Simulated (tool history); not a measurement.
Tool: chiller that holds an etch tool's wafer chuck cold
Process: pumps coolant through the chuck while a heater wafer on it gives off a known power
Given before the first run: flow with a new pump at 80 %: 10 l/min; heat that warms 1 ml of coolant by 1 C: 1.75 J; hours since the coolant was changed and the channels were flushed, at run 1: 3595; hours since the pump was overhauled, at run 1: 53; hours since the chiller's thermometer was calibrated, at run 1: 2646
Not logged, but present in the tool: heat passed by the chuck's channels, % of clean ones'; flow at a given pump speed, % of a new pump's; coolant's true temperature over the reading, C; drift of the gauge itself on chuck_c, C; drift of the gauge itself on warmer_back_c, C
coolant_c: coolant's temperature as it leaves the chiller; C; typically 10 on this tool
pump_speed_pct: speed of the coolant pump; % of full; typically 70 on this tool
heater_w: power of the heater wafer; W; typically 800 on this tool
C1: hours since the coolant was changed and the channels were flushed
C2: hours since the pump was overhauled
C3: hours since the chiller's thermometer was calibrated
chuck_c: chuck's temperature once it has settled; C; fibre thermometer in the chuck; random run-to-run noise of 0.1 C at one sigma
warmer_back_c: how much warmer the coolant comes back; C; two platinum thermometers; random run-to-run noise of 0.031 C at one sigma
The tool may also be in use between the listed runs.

Run 1, day 0: usual settings; C1 3595; C2 53; C3 2646. Result: chuck_c 16.5 C, warmer_back_c 3.12 C.
Run 2, day 3.804: usual settings; C1 3687; C2 144; C3 2738. Result: chuck_c 16.6 C, warmer_back_c 3.12 C.
Run 3, day 9.062: usual settings but coolant_c 11 C; C1 3813; C2 270; C3 2864. Result: chuck_c 17.6 C, warmer_back_c 3.22 C.
At day 10.7: chiller's thermometer calibrated.
Run 4, day 13.738: usual settings but heater_w 537 W; C1 3924; C2 381; C3 73. Result: chuck_c 14.6 C, warmer_back_c 2.1 C.
Run 5, day 17.704: usual settings but heater_w 537 W; C1 4019; C2 477; C3 168. Result: chuck_c 14.4 C, warmer_back_c 2.16 C.
Run 6, day 21.133: usual settings but heater_w 537 W; C1 4102; C2 559; C3 250. Result: chuck_c 14.6 C, warmer_back_c 2.07 C.
Run 7, day 26.742: usual settings but heater_w 537 W; C1 4236; C2 693; C3 385. Result: chuck_c 14.4 C, warmer_back_c 2.1 C.
Run 8, day 32.15: usual settings but heater_w 537 W; C1 4366; C2 823; C3 515. Result: chuck_c 14.9 C, warmer_back_c 2.15 C.
Run 9, day 35.279: usual settings but heater_w 537 W; C1 4441; C2 898; C3 590. Result: chuck_c 14.5 C, warmer_back_c 2.1 C.
At day 36.242: chiller's thermometer calibrated, once more.
Run 10, day 37.933: usual settings but pump_speed_pct 76 % of full; C1 4504; C2 961; C3 41. Result: chuck_c 16.1 C, warmer_back_c 3.01 C.
Run 11, day 43.4: usual settings; C1 4635; C2 1092; C3 172. Result: chuck_c 16.5 C, warmer_back_c 3.19 C.
Run 12, day 46.833: usual settings but coolant_c 18 C, heater_w 1075 W; C1 4717; C2 1175; C3 254. Result: chuck_c 26.7 C, warmer_back_c 4.3 C.
Run 13, day 49.867: usual settings but coolant_c 18 C, heater_w 1075 W; C1 4790; C2 1248; C3 327. Result: chuck_c 26.7 C, warmer_back_c 4.37 C.
Run 14, day 53.612: usual settings but coolant_c 18 C, pump_speed_pct 62 % of full, heater_w 1075 W; C1 4880; C2 1337; C3 417. Result: chuck_c 27.7 C, warmer_back_c 4.84 C.
Run 15, day 58.188: usual settings but coolant_c 18 C, pump_speed_pct 62 % of full, heater_w 1075 W; C1 4990; C2 1447; C3 527. Result: chuck_c 27.6 C, warmer_back_c 4.86 C.
Run 16, day 63.396: usual settings but coolant_c 6 C, pump_speed_pct 92 % of full, heater_w 521 W; C1 5115; C2 1572; C3 652. Result: chuck_c 9.4 C, warmer_back_c 1.52 C.
Run 17, day 68.617: usual settings but coolant_c 6 C, pump_speed_pct 65 % of full, heater_w 957 W; C1 5240; C2 1698; C3 777. Result: chuck_c 14.5 C, warmer_back_c 4.16 C.
Run 18, day 73.467: usual settings but pump_speed_pct 61 % of full; C1 5357; C2 1814; C3 893. Result: chuck_c 17.4 C, warmer_back_c 3.71 C.
Run 19, day 75.979: usual settings but coolant_c 18 C, heater_w 936 W; C1 5417; C2 1874; C3 954. Result: chuck_c 25.8 C, warmer_back_c 3.84 C.
Run 20, day 79.988: usual settings but coolant_c 4 C, pump_speed_pct 73 % of full, heater_w 1128 W; C1 5513; C2 1970; C3 1050. Result: chuck_c 13 C, warmer_back_c 4.32 C.
Run 21, day 83.008: usual settings but coolant_c 18 C, pump_speed_pct 78 % of full, heater_w 1128 W; C1 5586; C2 2043; C3 1122. Result: chuck_c 26.7 C, warmer_back_c 4.05 C.
Run 22, day 86.254: usual settings but coolant_c 2 C, pump_speed_pct 89 % of full; C1 5663; C2 2121; C3 1200. Result: chuck_c 7.6 C, warmer_back_c 2.47 C.

Consider 4 possible next runs. They are alternatives, not a sequence: every one starts from the tool as it was left by run 22. What does each give?
Run A, day 88.829: usual settings but coolant_c 0 C, pump_speed_pct 72 % of full; C1 5725; C2 2183; C3 1262. Result: chuck_c ?, warmer_back_c ?.
Run B, day 88.829: usual settings but pump_speed_pct 74 % of full; C1 5725; C2 2183; C3 1262. Result: chuck_c ?, warmer_back_c ?.
Run C, day 88.829: usual settings but coolant_c 4 C; C1 5725; C2 2183; C3 1262. Result: chuck_c ?, warmer_back_c ?.
Run D, day 88.829: usual settings but coolant_c 6 C, heater_w 665 W; C1 5725; C2 2183; C3 1262. Result: chuck_c ?, warmer_back_c ?.

run  chuck_c  warmer_back_c
  A      6.6           3.14
  B     16.4           3.03
  C     10.6           3.19
  D     11.6           2.66
Had the tool no hidden state, the same runs would have come out as:
run  chuck_c  warmer_back_c
  A        6           3.08
  B     15.9           2.97
  C       10           3.13
  D     11.2            2.6

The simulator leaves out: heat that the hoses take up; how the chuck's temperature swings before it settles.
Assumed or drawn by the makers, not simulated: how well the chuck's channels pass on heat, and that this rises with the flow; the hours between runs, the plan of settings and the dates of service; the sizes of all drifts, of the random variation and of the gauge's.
